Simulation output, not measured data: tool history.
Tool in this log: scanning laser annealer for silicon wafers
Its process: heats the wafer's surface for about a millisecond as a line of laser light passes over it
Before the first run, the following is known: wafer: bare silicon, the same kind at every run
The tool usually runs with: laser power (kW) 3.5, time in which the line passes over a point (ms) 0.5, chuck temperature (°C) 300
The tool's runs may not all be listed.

| run | hour | laser power (kW) | time in which the line passes over a point (ms) | chuck temperature (°C) | highest temperature of the surface (°C) |
|---|---|---|---|---|---|
| 1 | 0 | 3.5 | 0.5 | 300 | 1023 |
| 2 | 15 | 3.5 | 0.615 | 300 | 1088 |
| 3 | 34.1 | 3.5 | 0.615 | 300 | 1089 |
| 4 | 45.8 | 3.5 | 0.615 | 300 | 1087 |
| 5 | 61.8 | 3.109 | 0.5 | 300 | 925 |
| 6 | 70.7 | 3.109 | 0.5 | 300 | 923 |
| 7 | 82.5 | 3.109 | 0.5 | 300 | 922 |
| 8 | 90.1 | 3.109 | 0.5 | 300 | 925 |
| 9 | 107 | 3.443 | 0.5 | 300 | 1011 |
| 10 | 122.3 | 3.5 | 0.5 | 300 | 1020 |
| 11 | 131.4 | 3.5 | 0.5 | 300 | 1022 |
| 12 | 144.3 | 3.704 | 0.48 | 272 | 1031 |
| 13 | 153.7 | 3.704 | 0.48 | 272 | 1034 |
| 14 | 163.8 | 3.392 | 0.469 | 271 | 950 |
| 15 | 171.2 | 3.392 | 0.469 | 271 | 945 |
| 16 | 181.1 | 3.706 | 0.396 | 279 | 980 |
| 17 | 198.1 | 3.5 | 0.522 | 324 | 1060 |
| 18 | 208.7 | 3.5 | 0.522 | 324 | 1060 |
| 19 | 221.5 | 3.347 | 0.47 | 300 | 965 |
| 20 | 238.9 | 3.069 | 0.461 | 300 | 891 |
| 21 | 252.4 | 3.111 | 0.368 | 322 | 868 |
| 22 | 267.3 | 3.5 | 0.395 | 300 | 951 |

Put back what was entered between runs (1 entry, withheld): which listed runs does each sit between, and how does the hidden state differ from the listed run before to the listed run after?
From run 2 to run 3: optics aligned, line set to its width (hour 23.5)
  light that passes the window, % of a clean one's: 99.89 -> 99.88; width of the line over the set one, %: 0.07 -> 0.01
